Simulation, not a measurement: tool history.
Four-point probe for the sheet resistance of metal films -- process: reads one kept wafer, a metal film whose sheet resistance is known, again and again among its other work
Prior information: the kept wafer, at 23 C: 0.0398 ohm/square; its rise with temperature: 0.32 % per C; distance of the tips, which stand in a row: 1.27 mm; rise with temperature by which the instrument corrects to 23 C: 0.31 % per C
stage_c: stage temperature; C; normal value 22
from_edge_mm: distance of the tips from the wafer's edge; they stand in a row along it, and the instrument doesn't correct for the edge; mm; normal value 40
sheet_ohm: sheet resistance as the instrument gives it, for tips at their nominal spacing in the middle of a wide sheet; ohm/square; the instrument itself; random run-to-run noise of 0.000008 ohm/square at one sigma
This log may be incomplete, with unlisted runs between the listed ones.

run 1 hour=0.0 | stage_c=22 from_edge_mm=40 | sheet_ohm=0.039671
run 2 hour=10.8 | stage_c=22 from_edge_mm=56 | sheet_ohm=0.039645
run 3 hour=24.6 | stage_c=22 from_edge_mm=56 | sheet_ohm=0.039655
run 4 hour=37.6 | stage_c=22 from_edge_mm=56 | sheet_ohm=0.039651
run 5 hour=47.2 | stage_c=22 from_edge_mm=56 | sheet_ohm=0.039658
run 6 hour=58.3 | stage_c=22 from_edge_mm=40 | sheet_ohm=0.039653
run 7 hour=70.5 | stage_c=22 from_edge_mm=40 | sheet_ohm=0.039662
run 8 hour=80.7 | stage_c=22 from_edge_mm=40 | sheet_ohm=0.039658
run 9 hour=94.3 | stage_c=22 from_edge_mm=40 | sheet_ohm=0.039664
run 10 hour=104.3 | stage_c=22 from_edge_mm=40 | sheet_ohm=0.039675
run 11 hour=120.7 | stage_c=22 from_edge_mm=40 | sheet_ohm=0.039671
run 12 hour=128.9 | stage_c=22 from_edge_mm=40 | sheet_ohm=0.039678
run 13 hour=136.9 | stage_c=22 from_edge_mm=40 | sheet_ohm=0.039661
run 14 hour=147.6 | stage_c=22 from_edge_mm=40 | sheet_ohm=0.039665
run 15 hour=163.6 | stage_c=22 from_edge_mm=40 | sheet_ohm=0.039670
run 16 hour=176.4 | stage_c=20 from_edge_mm=40 | sheet_ohm=0.039652
run 17 hour=184.2 | stage_c=22 from_edge_mm=40 | sheet_ohm=0.039654
run 18 hour=199.8 | stage_c=22 from_edge_mm=40 | sheet_ohm=0.039680
run 19 hour=214.0 | stage_c=22 from_edge_mm=40 | sheet_ohm=0.039674
run 20 hour=225.3 | stage_c=22 from_edge_mm=40 | sheet_ohm=0.039676
run 21 hour=233.0 | stage_c=22 from_edge_mm=40 | sheet_ohm=0.039676
run 22 hour=246.0 | stage_c=22 from_edge_mm=30 | sheet_ohm=0.039703
run 23 hour=258.1 | stage_c=22 from_edge_mm=30 | sheet_ohm=0.039706
run 24 hour=274.5 | stage_c=22 from_edge_mm=30 | sheet_ohm=0.039682
run 25 hour=288.3 | stage_c=31 from_edge_mm=41 | sheet_ohm=0.039729
run 26 hour=296.4 | stage_c=29 from_edge_mm=34 | sheet_ohm=0.039738
run 27 hour=303.1 | stage_c=21 from_edge_mm=11 | sheet_ohm=0.039935
run 28 hour=318.7 | stage_c=35 from_edge_mm=33 | sheet_ohm=0.039757
run 29 hour=332.5 | stage_c=19 from_edge_mm=40 | sheet_ohm=0.039656
run 30 hour=340.0 | stage_c=20 from_edge_mm=3 | sheet_ohm=0.043108
run 31 hour=348.0 | stage_c=22 from_edge_mm=40 | sheet_ohm=0.039676
run 32 hour=358.2 | stage_c=22 from_edge_mm=40 | sheet_ohm=0.039675
run 33 hour=367.5 | stage_c=24 from_edge_mm=47 | sheet_ohm=0.039681
run 34 hour=376.5 | stage_c=24 from_edge_mm=47 | sheet_ohm=0.039683
run 35 hour=390.1 | stage_c=24 from_edge_mm=47 | sheet_ohm=0.039690
run 36 hour=401.3 | stage_c=24 from_edge_mm=47 | sheet_ohm=0.039695
run 37 hour=415.5 | stage_c=24 from_edge_mm=38 | sheet_ohm=0.039700
run 38 hour=428.6 | stage_c=30 from_edge_mm=21 | sheet_ohm=0.039790
run 39 hour=437.3 | stage_c=22 from_edge_mm=4 | sheet_ohm=0.041689
run 40 hour=450.0 | stage_c=20 from_edge_mm=20 | sheet_ohm=0.039729
run 41 hour=466.1 | stage_c=20 from_edge_mm=52 | sheet_ohm=0.039677
run 42 hour=473.6 | stage_c=33 from_edge_mm=50 | sheet_ohm=0.039736
run 43 hour=489.1 | stage_c=22 from_edge_mm=16 | sheet_ohm=0.039807
run 44 hour=504.0 | stage_c=20 from_edge_mm=4 | sheet_ohm=0.041700
run 45 hour=513.9 | stage_c=20 from_edge_mm=4 | sheet_ohm=0.041699

Predict each of these 4 candidate next runs independently; none follows another, all start after run 45:
run A hour=522.6 | stage_c=31 from_edge_mm=7 | sheet_ohm=?
run B hour=522.6 | stage_c=20 from_edge_mm=8 | sheet_ohm=?
run C hour=522.6 | stage_c=33 from_edge_mm=40 | sheet_ohm=?
run D hour=522.6 | stage_c=33 from_edge_mm=4 | sheet_ohm=?

run=A sheet_ohm=0.040410
run=B sheet_ohm=0.040185
run=C sheet_ohm=0.039756
run=D sheet_ohm=0.041768
Without the tool's hidden state the same runs would have given:
run=A sheet_ohm=0.040539
run=B sheet_ohm=0.040316
run=C sheet_ohm=0.039883
run=D sheet_ohm=0.041901
